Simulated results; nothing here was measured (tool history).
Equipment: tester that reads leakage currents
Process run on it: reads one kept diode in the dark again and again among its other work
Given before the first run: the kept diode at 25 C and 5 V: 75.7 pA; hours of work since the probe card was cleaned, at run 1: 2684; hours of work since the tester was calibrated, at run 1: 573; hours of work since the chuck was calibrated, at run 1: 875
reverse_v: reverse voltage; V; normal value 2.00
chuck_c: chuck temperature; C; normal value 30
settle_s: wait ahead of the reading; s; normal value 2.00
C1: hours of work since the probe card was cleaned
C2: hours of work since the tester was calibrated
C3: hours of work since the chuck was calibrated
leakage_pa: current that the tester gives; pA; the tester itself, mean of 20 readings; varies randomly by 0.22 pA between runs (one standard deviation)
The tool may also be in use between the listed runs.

run 1 day=0.000 | reverse_v=2.00 chuck_c=30 settle_s=2.00 | C1=2684 C2=573 C3=875 | leakage_pa=68.47
run 2 day=1.542 | reverse_v=8.87 chuck_c=30 settle_s=2.00 | C1=2703 C2=592 C3=894 | leakage_pa=171.61
run 3 day=2.954 | reverse_v=2.00 chuck_c=30 settle_s=2.10 | C1=2721 C2=610 C3=912 | leakage_pa=67.81
run 4 day=4.329 | reverse_v=2.00 chuck_c=30 settle_s=2.53 | C1=2738 C2=627 C3=929 | leakage_pa=67.55
run 5 day=5.550 | reverse_v=2.00 chuck_c=30 settle_s=2.00 | C1=2753 C2=643 C3=944 | leakage_pa=67.68
run 6 day=6.612 | reverse_v=2.00 chuck_c=30 settle_s=2.00 | C1=2767 C2=656 C3=958 | leakage_pa=67.23
run 7 day=7.571 | reverse_v=2.00 chuck_c=30 settle_s=2.00 | C1=2779 C2=668 C3=970 | leakage_pa=67.42
run 8 day=9.283 | reverse_v=2.00 chuck_c=30 settle_s=2.00 | C1=2800 C2=690 C3=991 | leakage_pa=66.91
run 9 day=11.208 | reverse_v=2.00 chuck_c=30 settle_s=2.00 | C1=2824 C2=714 C3=1015 | leakage_pa=67.18
run 10 day=13.171 | reverse_v=2.00 chuck_c=30 settle_s=2.00 | C1=2849 C2=738 C3=1040 | leakage_pa=66.88
run 11 day=14.304 | reverse_v=5.28 chuck_c=30 settle_s=2.00 | C1=2863 C2=753 C3=1054 | leakage_pa=121.09
run 12 day=15.938 | reverse_v=5.28 chuck_c=30 settle_s=2.00 | C1=2883 C2=773 C3=1075 | leakage_pa=121.83
run 13 day=17.088 | reverse_v=5.28 chuck_c=30 settle_s=2.00 | C1=2898 C2=787 C3=1089 | leakage_pa=121.69
run 14 day=19.304 | reverse_v=5.28 chuck_c=30 settle_s=2.00 | C1=2926 C2=815 C3=1117 | leakage_pa=121.08
run 15 day=20.350 | reverse_v=6.89 chuck_c=30 settle_s=2.00 | C1=2939 C2=828 C3=1130 | leakage_pa=143.17
run 16 day=21.717 | reverse_v=6.89 chuck_c=30 settle_s=2.00 | C1=2956 C2=846 C3=1147 | leakage_pa=142.78
run 17 day=23.812 | reverse_v=6.89 chuck_c=30 settle_s=2.00 | C1=2982 C2=872 C3=1173 | leakage_pa=142.42
run 18 day=25.996 | reverse_v=2.00 chuck_c=30 settle_s=2.00 | C1=3010 C2=899 C3=1201 | leakage_pa=66.01
run 19 day=27.438 | reverse_v=2.00 chuck_c=30 settle_s=2.00 | C1=3028 C2=917 C3=1219 | leakage_pa=65.73
-- day=28.958 probe card cleaned and baked
run 20 day=29.104 | reverse_v=2.00 chuck_c=30 settle_s=2.00 | C1=2 C2=937 C3=1238 | leakage_pa=60.81
run 21 day=30.558 | reverse_v=2.00 chuck_c=30 settle_s=2.00 | C1=20 C2=955 C3=1256 | leakage_pa=60.53
run 22 day=32.162 | reverse_v=2.00 chuck_c=30 settle_s=5.98 | C1=40 C2=975 C3=1276 | leakage_pa=60.23
run 23 day=34.300 | reverse_v=2.00 chuck_c=30 settle_s=5.98 | C1=67 C2=1002 C3=1303 | leakage_pa=60.06
run 24 day=36.038 | reverse_v=2.00 chuck_c=30 settle_s=5.98 | C1=89 C2=1024 C3=1325 | leakage_pa=59.81
run 25 day=37.833 | reverse_v=2.09 chuck_c=30 settle_s=5.98 | C1=111 C2=1046 C3=1348 | leakage_pa=61.42
run 26 day=39.783 | reverse_v=1.36 chuck_c=30 settle_s=5.98 | C1=136 C2=1071 C3=1372 | leakage_pa=47.58
run 27 day=41.350 | reverse_v=2.00 chuck_c=48 settle_s=2.00 | C1=155 C2=1090 C3=1392 | leakage_pa=293.80
run 28 day=42.267 | reverse_v=6.20 chuck_c=30 settle_s=0.43 | C1=167 C2=1102 C3=1403 | leakage_pa=119.96
run 29 day=44.246 | reverse_v=6.20 chuck_c=30 settle_s=0.43 | C1=192 C2=1127 C3=1428 | leakage_pa=119.27
run 30 day=45.583 | reverse_v=6.20 chuck_c=30 settle_s=0.43 | C1=208 C2=1143 C3=1445 | leakage_pa=119.79
run 31 day=46.746 | reverse_v=2.00 chuck_c=32 settle_s=2.00 | C1=223 C2=1158 C3=1459 | leakage_pa=71.16
run 32 day=48.329 | reverse_v=1.97 chuck_c=48 settle_s=2.00 | C1=243 C2=1178 C3=1479 | leakage_pa=288.28
run 33 day=49.629 | reverse_v=1.97 chuck_c=48 settle_s=2.00 | C1=259 C2=1194 C3=1496 | leakage_pa=288.50
run 34 day=51.879 | reverse_v=2.00 chuck_c=47 settle_s=0.59 | C1=287 C2=1222 C3=1524 | leakage_pa=268.38
run 35 day=53.688 | reverse_v=8.65 chuck_c=57 settle_s=4.46 | C1=310 C2=1245 C3=1546 | leakage_pa=1411.38
run 36 day=55.412 | reverse_v=3.82 chuck_c=51 settle_s=2.00 | C1=332 C2=1267 C3=1568 | leakage_pa=541.13
run 37 day=57.417 | reverse_v=2.37 chuck_c=59 settle_s=2.50 | C1=357 C2=1292 C3=1593 | leakage_pa=775.34
run 38 day=58.658 | reverse_v=7.40 chuck_c=59 settle_s=1.39 | C1=372 C2=1307 C3=1609 | leakage_pa=1501.47
-- day=58.942 chuck's temperature calibrated
run 39 day=60.712 | reverse_v=2.00 chuck_c=43 settle_s=0.49 | C1=397 C2=1332 C3=22 | leakage_pa=233.14
run 40 day=62.325 | reverse_v=5.49 chuck_c=46 settle_s=2.43 | C1=417 C2=1352 C3=42 | leakage_pa=536.74
run 41 day=63.754 | reverse_v=15.75 chuck_c=30 settle_s=2.61 | C1=435 C2=1370 C3=60 | leakage_pa=247.30

Measured minus without-hidden-state, run by run (identical run-to-run variation in each term; gauge scatter may differ):
Hidden state at play: stray current of the dirty probe card, pA a volt; current scale over the true one, %; true chuck temperature over the reading, C; drift of the gauge itself on leakage_pa, %.
run=1 leakage_pa=-4.00
run=2 leakage_pa=-0.79
run=3 leakage_pa=-4.26
run=4 leakage_pa=-4.38
run=5 leakage_pa=-4.48
run=6 leakage_pa=-4.54
run=7 leakage_pa=-4.64
run=8 leakage_pa=-4.76
run=9 leakage_pa=-4.97
run=10 leakage_pa=-5.14
run=11 leakage_pa=-5.11
run=12 leakage_pa=-5.34
run=13 leakage_pa=-5.51
run=14 leakage_pa=-5.81
run=15 leakage_pa=-5.22
run=16 leakage_pa=-5.43
run=17 leakage_pa=-5.74
run=18 leakage_pa=-6.27
run=19 leakage_pa=-6.37
run=20 leakage_pa=-11.38
run=21 leakage_pa=-11.49
run=22 leakage_pa=-11.61
run=23 leakage_pa=-11.79
run=24 leakage_pa=-11.88
run=25 leakage_pa=-12.38
run=26 leakage_pa=-9.79
run=27 leakage_pa=-55.03
run=28 leakage_pa=-23.52
run=29 leakage_pa=-23.64
run=30 leakage_pa=-23.95
run=31 leakage_pa=-15.20
run=32 leakage_pa=-57.34
run=33 leakage_pa=-58.11
run=34 leakage_pa=-55.21
run=35 leakage_pa=-277.64
run=36 leakage_pa=-112.01
run=37 leakage_pa=-156.04
run=38 leakage_pa=-303.85
run=39 leakage_pa=+2.45
run=40 leakage_pa=+4.54
run=41 leakage_pa=+6.51
